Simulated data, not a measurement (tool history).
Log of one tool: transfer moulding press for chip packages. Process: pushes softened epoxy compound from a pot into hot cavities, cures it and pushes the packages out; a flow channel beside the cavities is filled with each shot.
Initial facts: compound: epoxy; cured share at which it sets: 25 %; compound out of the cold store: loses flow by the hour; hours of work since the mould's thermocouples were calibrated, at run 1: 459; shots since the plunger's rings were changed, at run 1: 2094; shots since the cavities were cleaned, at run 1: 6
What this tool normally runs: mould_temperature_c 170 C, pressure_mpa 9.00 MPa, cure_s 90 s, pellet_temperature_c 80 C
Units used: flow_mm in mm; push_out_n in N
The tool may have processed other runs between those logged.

run,hour,mould_temperature_c,pressure_mpa,cure_s,pellet_temperature_c,hours of work since the mould's thermocouples were calibrated,shots since the plunger's rings were changed,shots since the cavities were cleaned,incoming compound's hours out of the cold store,flow_mm,push_out_n
1,0.0,170,9.00,90,80,459,2094,6,40.1,501,250
2,29.9,170,9.00,90,83,472,2356,268,13.5,591,304
3,75.2,170,9.00,90,83,491,2753,665,17.5,581,336
# hour 92.7: cavities cleaned with cleaning compound and waxed
4,127.1,170,9.00,87,80,511,3194,301,44.4,485,313
5,153.8,170,9.00,87,87,523,3427,534,30.7,526,358
# hour 183.2: cavities cleaned with cleaning compound and waxed
6,212.9,170,9.00,87,87,547,3932,261,27.3,532,316
# hour 271.5: cavities cleaned with cleaning compound and waxed
7,271.5,170,9.00,87,87,570,4431,0,21.2,560,277
8,303.0,170,9.00,90,86,583,4706,275,24.4,542,296
# hour 308.9: mould's thermocouples calibrated
9,331.2,170,9.00,90,86,9,4936,505,11.9,589,358
# hour 361.8: cavities cleaned with cleaning compound and waxed
10,383.5,170,9.00,90,80,30,5381,190,10.3,610,310
11,436.8,170,9.00,90,80,53,5847,656,46.6,462,359
# hour 453.4: cavities cleaned with cleaning compound and waxed
12,475.8,170,9.00,90,80,68,6175,196,30.9,516,295
# hour 508.9: plunger's sealing rings changed
13,534.6,170,9.00,90,80,92,225,689,10.2,627,379
# hour 546.4: cavities cleaned with cleaning compound and waxed
# hour 587.1: mould's thermocouples calibrated, once more
14,591.7,170,9.00,90,80,2,694,379,24.3,564,314
15,622.1,170,9.00,90,80,15,960,645,8.6,628,341
# hour 638.9: cavities cleaned with cleaning compound and waxed
16,658.5,170,8.71,90,82,29,1265,171,36.1,508,273
17,692.4,166,7.77,90,80,43,1562,468,25.0,524,402
18,721.9,166,7.77,90,80,55,1820,726,38.1,474,395
# hour 729.2: cavities cleaned with cleaning compound and waxed
19,752.8,166,7.77,90,80,68,2078,207,40.6,467,352
20,795.9,163,8.40,73,89,86,2454,583,36.3,507,775
# hour 819.0: cavities cleaned with cleaning compound and waxed
21,859.3,163,9.00,90,80,111,2996,352,36.7,519,424
22,886.1,163,9.00,90,80,123,3231,587,10.1,626,531
# hour 911.2: cavities cleaned with cleaning compound and waxed
23,930.8,162,9.00,95,84,141,3609,172,32.4,530,382
24,970.8,167,10.76,88,76,157,3959,522,46.1,521,389
# hour 1003.0: cavities cleaned with cleaning compound and waxed
25,1026.8,170,9.00,75,87,180,4436,209,38.0,497,390
26,1078.8,173,8.44,98,79,201,4891,664,44.4,456,290
# hour 1093.6: cavities cleaned with cleaning compound and waxed
27,1107.4,170,9.00,78,80,213,5128,121,37.1,501,372

Predict each of these 5 candidate next runs independently; none follows another, all start after run 27:
A,1147.8,170,9.00,90,80,230,5481,474,27.0,?,?
B,1147.8,170,8.70,88,79,230,5481,474,45.8,?,?
C,1147.8,177,8.86,90,79,230,5481,474,27.4,?,?
D,1147.8,169,9.00,109,82,230,5481,474,41.2,?,?
E,1147.8,170,10.22,80,80,230,5481,474,42.7,?,?

run,flow_mm,push_out_n
A,535,328
B,458,334
C,515,282
D,479,284
E,508,383
The same runs, with their run-to-run variation unchanged, on a tool lacking any hidden condition would have given:
run,flow_mm,push_out_n
A,562,246
B,481,250
C,541,213
D,504,215
E,533,283

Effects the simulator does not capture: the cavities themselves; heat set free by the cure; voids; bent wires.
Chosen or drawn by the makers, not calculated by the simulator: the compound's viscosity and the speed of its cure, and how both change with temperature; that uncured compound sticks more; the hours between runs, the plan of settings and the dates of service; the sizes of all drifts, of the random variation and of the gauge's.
